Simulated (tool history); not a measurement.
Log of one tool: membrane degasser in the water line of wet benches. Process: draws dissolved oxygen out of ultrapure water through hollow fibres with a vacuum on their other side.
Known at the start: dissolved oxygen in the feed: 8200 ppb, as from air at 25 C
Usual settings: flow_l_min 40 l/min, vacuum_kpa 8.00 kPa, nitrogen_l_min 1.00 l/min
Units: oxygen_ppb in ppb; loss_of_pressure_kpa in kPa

run,hour,flow_l_min,vacuum_kpa,nitrogen_l_min,oxygen_ppb,loss_of_pressure_kpa
1,0.0,40,8.00,1.00,386.3,59.55
# hour 10.6: vacuum gauge calibrated
2,22.9,40,8.29,1.00,407.3,59.45
3,61.7,40,8.00,1.00,382.8,58.94
4,81.4,30,8.00,1.00,303.3,44.58
5,105.5,30,8.00,1.08,281.9,44.55
6,136.3,26,8.00,1.08,251.4,38.73
7,180.1,26,8.00,1.08,250.3,38.40
8,213.8,40,8.00,1.00,384.7,59.41
9,243.1,40,8.00,1.00,381.7,59.36
10,268.6,40,8.00,1.00,379.3,59.26
11,303.2,40,5.19,1.00,170.8,59.47
12,336.7,25,5.19,1.00,111.6,36.98
13,368.5,25,5.19,1.00,110.8,37.50
14,413.7,30,5.19,1.00,133.1,44.57
15,439.4,40,8.00,2.37,194.2,59.00
16,483.5,40,8.00,0.48,634.0,59.84
17,506.8,60,12.79,0.60,1340.5,89.95
18,552.3,60,12.79,0.60,1342.3,89.13
19,590.9,60,12.79,0.60,1357.7,88.91
20,633.6,34,12.79,2.70,280.6,50.48
21,659.6,34,19.89,0.68,1379.7,50.30
22,700.6,34,19.89,0.68,1382.6,50.24
23,729.3,34,19.89,0.68,1394.8,50.42
24,747.6,63,19.66,0.90,1740.8,92.82
25,771.8,63,19.66,0.90,1722.8,93.62
26,803.2,40,12.68,1.64,485.4,59.57
27,844.4,40,12.68,1.64,492.0,59.27
28,889.9,40,6.70,1.00,284.5,59.12
29,914.6,36,6.31,1.74,152.5,53.00
30,944.2,39,14.99,1.00,865.0,57.97
31,973.0,35,14.30,2.92,313.0,51.60

5 ways to go on from here, each from the tool as it stands after run 31. What would each give?
A,1016.6,26,8.00,1.13,?,?
B,1016.6,48,12.68,2.92,?,?
C,1016.6,25,7.22,2.08,?,?
D,1016.6,35,14.30,1.81,?,?
E,1016.6,40,18.45,1.00,?,?

run,oxygen_ppb,loss_of_pressure_kpa
A,239.2,38.76
B,365.1,71.23
C,116.4,36.69
D,467.5,52.19
E,1108.8,59.37
Without the tool's hidden state the same runs would have given:
run,oxygen_ppb,loss_of_pressure_kpa
A,239.1,38.75
B,364.9,71.21
C,116.3,36.68
D,467.3,52.17
E,1108.7,59.35
